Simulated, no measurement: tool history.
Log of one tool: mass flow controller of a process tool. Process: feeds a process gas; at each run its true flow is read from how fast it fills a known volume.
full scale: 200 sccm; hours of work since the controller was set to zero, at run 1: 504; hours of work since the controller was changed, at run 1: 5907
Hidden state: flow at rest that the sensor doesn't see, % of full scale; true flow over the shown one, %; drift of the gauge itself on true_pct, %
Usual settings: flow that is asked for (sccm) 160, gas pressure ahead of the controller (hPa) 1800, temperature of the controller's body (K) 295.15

run    hour  flow that is asked for (sccm)  gas pressure ahead of the controller (hPa)  temperature of the controller's body (K)  hours of work since the controller was set to zero  hours of work since the controller was changed  true flow (%)
  1       0                            160                                        1800                                    295.15                                                 504                                            5907         101.37
  2   171.3                            160                                        1800                                    295.15                                                 637                                            6040         101.38
  3   438.2                            160                                        1800                                    294.15                                                 844                                            6247         101.41
  4   716.5                            160                                        1650                                    295.15                                                1060                                            6463         101.24
  5     897                             87                                        1800                                    295.15                                                1200                                            6603         101.29
  6    1168                             87                                        1800                                    308.15                                                1410                                            6814         101.41
  7  1311.2                             87                                        1800                                    308.15                                                1521                                            6925         101.58
  8  1567.2                             87                                        1800                                    308.15                                                1720                                            7123         101.63
  9  1736.2                             87                                        1800                                    308.15                                                1851                                            7255         101.67
 10  1986.6                             87                                        1800                                    308.15                                                2046                                            7449         101.57
 11  2160.2                            160                                        1800                                    295.15                                                2180                                            7584         101.65
 12  2485.6                            160                                        1800                                    295.15                                                2433                                            7836         101.81
 13  2789.4                            160                                        1800                                    295.15                                                2669                                            8072         101.73
 14  3123.6                            160                                        1800                                    295.15                                                2928                                            8331         101.73
 15    3435                            160                                        2580                                    295.15                                                3169                                            8573         102.16
 16  3569.2                             60                                        1590                                    293.15                                                3274                                            8677          100.8
 17  3730.7                             38                                        2310                                    295.15                                                3399                                            8802         100.48
 18  4034.4                             38                                        2310                                    295.15                                                3635                                            9038         100.61
 19  4342.5                             94                                        1970                                    295.15                                                3874                                            9277         101.57
 20  4539.6                             66                                        2160                                    297.15                                                4027                                            9430         101.24
 21  4831.2                            128                                        2260                                    302.15                                                4253                                            9656         102.24
 22  5020.1                             33                                        1480                                    295.15                                                4399                                            9803          99.69
 23  5269.6                             33                                        1480                                    295.15                                                4593                                            9996          99.57
 24  5577.3                             20                                        1800                                    297.15                                                4832                                           10235          98.18
 25  5730.2                             20                                        1800                                    297.15                                                4950                                           10354          98.23
 26  5968.9                            128                                        1800                                    307.15                                                5136                                           10539          102.2
 27  6124.6                            128                                        1800                                    307.15                                                5256                                           10660         102.22
       6146  -- controller's zero set anew
 28    6376                            115                                        1400                                    305.15                                                 179                                           10854         102.78
 29  6661.2                             83                                        1670                                    295.15                                                 400                                           11076         102.41
 30  6875.9                             83                                        1670                                    295.15                                                 566                                           11242         102.35

5 ways to go on from here, each from the tool as it stands after run 30. What would each give?
  A  7019.7                            160                                        1800                                    294.15                                                 678                                           11354              ?
  B  7019.7                            160                                        2580                                    295.15                                                 678                                           11354              ?
  C  7019.7                             83                                        1670                                    298.15                                                 678                                           11354              ?
  D  7019.7                            160                                        1800                                    297.15                                                 678                                           11354              ?
  E  7019.7                            160                                        1800                                    312.15                                                 678                                           11354              ?

run  true flow (%)
  A          102.8
  B         103.22
  C         102.65
  D         103.02
  E         103.39
Without the tool's hidden state the same runs would have given:
run  true flow (%)
  A          99.66
  B         100.08
  C          99.59
  D          99.88
  E         100.25

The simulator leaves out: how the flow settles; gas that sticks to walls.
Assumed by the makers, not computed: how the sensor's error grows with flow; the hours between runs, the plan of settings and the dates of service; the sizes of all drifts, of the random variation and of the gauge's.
